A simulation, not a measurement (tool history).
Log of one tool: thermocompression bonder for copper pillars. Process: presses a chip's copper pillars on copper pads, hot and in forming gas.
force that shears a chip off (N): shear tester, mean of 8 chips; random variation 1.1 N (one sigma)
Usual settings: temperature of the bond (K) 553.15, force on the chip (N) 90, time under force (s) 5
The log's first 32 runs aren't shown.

| run | hour | temperature of the bond (K) | force on the chip (N) | time under force (s) | force that shears a chip off (N) |
|---|---|---|---|---|---|
| 33 | 331.5 | 553.15 | 65 | 5 | 69.9 |
| 34 | 341.1 | 538.15 | 74 | 8 | 74.5 |
| 35 | 354.7 | 568.15 | 56 | 8 | 81.4 |
| 36 | 367.1 | 568.15 | 56 | 8 | 82.4 |
| 37 | 376.5 | 574.15 | 73 | 5 | 92.0 |
| 38 | 385.9 | 573.15 | 90 | 5 | 106.3 |
| 39 | 399.6 | 573.15 | 90 | 5 | 105.2 |
| 40 | 410.3 | 576.15 | 90 | 5 | 109.7 |

4 ways to go on from here, each from the tool as it stands after run 40. What would each give?
| A | 422.7 | 580.15 | 72 | 10 | ? |
| B | 422.7 | 576.15 | 110 | 7 | ? |
| C | 422.7 | 576.15 | 62 | 5 | ? |
| D | 422.7 | 553.15 | 105 | 5 | ? |

| run | force that shears a chip off (N) |
|---|---|
| A | 113.4 |
| B | 126.6 |
| C | 82.8 |
| D | 98.6 |
Without the tool's hidden state the same runs would have given:
| run | force that shears a chip off (N) |
|---|---|
| A | 120.5 |
| B | 133.6 |
| C | 89.1 |
| D | 105.5 |
